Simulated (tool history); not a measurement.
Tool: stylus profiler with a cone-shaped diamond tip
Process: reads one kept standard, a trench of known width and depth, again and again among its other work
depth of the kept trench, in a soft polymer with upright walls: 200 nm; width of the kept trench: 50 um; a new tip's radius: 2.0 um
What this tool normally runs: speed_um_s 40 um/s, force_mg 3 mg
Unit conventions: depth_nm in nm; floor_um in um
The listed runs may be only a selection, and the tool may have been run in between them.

run,hour,speed_um_s,force_mg,depth_nm,floor_um
1,0,40,3,202.51,47.42
2,106,11,3,202.6,47.44
3,165.4,11,3,202.57,47.46
4,224.3,11,3,202.54,47.36
5,328,40,8.32,204.8,47.35
6,393.1,40,6.29,204.06,47.34
7,461.9,40,3,202.62,47.24
8,552.6,40,3,202.6,47.21
9,617.8,124,3,202.68,47.01
10,680.9,124,3,202.68,46.95
11,779.4,40,8.63,205,47.26
12,883.7,147,3,202.9,46.79
# hour 889.5: height scale calibrated on a step standard
13,973.6,147,3,202.78,46.82
14,1029.6,22,3,202.77,47.05
15,1129.4,22,3,202.95,47.04
16,1193.6,22,3,203,46.96
# hour 1217.5: new tip fitted, height scale calibrated
17,1320.8,36,2.37,201.98,48.08
18,1404.6,15,5.2,203.34,48.07
# hour 1416: height scale calibrated on a step standard, once more
19,1515.2,72,1.4,201.34,47.8
20,1618.5,109,3,202.19,47.76
21,1734.7,85,8.13,204.21,47.84
22,1845.7,143,3,202.11,47.56
23,1951.7,143,2.85,202.1,47.5
24,2021.5,143,2.85,202.32,47.43
25,2128.7,143,8.31,204.45,47.5
26,2194.6,26,1.23,201.39,47.64
27,2284.5,121,3.72,202.61,47.38
28,2371,111,3,202.35,47.34
29,2474.1,127,1.51,201.63,47.2
30,2598.1,127,6.04,203.69,47.26
31,2683.5,40,1.35,201.6,47.39
32,2793,40,1.39,201.65,47.32

Consider 5 possible next runs. They are alternatives, not a sequence: every one starts from the tool as it was left by run 32. What does each give?
A,2873.6,148,8.39,?,?
B,2873.6,40,1.25,?,?
C,2873.6,32,1.78,?,?
D,2873.6,88,2.16,?,?
E,2873.6,40,3.39,?,?

run,depth_nm,floor_um
A,204.57,47.2
B,201.51,47.28
C,201.93,47.34
D,201.93,47.19
E,202.62,47.38
Without the tool's hidden state the same runs would have given:
run,depth_nm,floor_um
A,204.3,48.04
B,201.25,48.12
C,201.67,48.19
D,201.66,48.04
E,202.35,48.23

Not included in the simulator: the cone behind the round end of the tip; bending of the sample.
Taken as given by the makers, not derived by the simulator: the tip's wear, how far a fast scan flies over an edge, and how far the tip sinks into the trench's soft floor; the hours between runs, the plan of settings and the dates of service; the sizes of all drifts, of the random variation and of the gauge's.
